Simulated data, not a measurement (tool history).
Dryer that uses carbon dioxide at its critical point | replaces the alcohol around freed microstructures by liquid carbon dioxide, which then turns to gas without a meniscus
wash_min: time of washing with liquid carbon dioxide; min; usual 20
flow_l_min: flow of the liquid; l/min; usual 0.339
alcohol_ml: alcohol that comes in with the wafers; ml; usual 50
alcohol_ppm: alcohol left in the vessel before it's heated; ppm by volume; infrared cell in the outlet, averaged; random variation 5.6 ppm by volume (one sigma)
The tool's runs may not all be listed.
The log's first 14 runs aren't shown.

run   hour  wash_min  flow_l_min  alcohol_ml  alcohol_ppm
 15  117.9        20       0.339          24          118
 16  128.5        27       0.339          50           47
 17  135.2        27       0.339          50           44
 18  145.4        12       0.339          50         1989
 19  155.8        12       0.339          50         1952
 20  161.6        12       0.339          50         1978
 21  167.4        12       0.339          50         1960
 22  173.6        12       0.339          50         1994
 23  181.6        23       0.508          47           26
 24  190.2        23       0.508          47           24
 25  199.0        22       0.508         110           32
 26  209.7        20       0.406          50          114
 27  218.0        17       0.352         117         1043
 28  223.3        20       0.268          75         1100
 29  230.7        13       0.567          75          247
 30  237.1        12       0.567         115          574
 31  245.5        15       0.393         115         1178
 32  252.7        16       0.339          50          731
 33  259.4        27       0.229         104          883
 34  264.1        27       0.229         104          857
 35  269.9        14       0.376          22          384

Forecast run 36:
 36  274.6        14       0.376          22            ?

Run 36 gave alcohol_ppm 398 ppm by volume.
Without the tool's hidden state the same run would have given alcohol_ppm 268 ppm by volume.
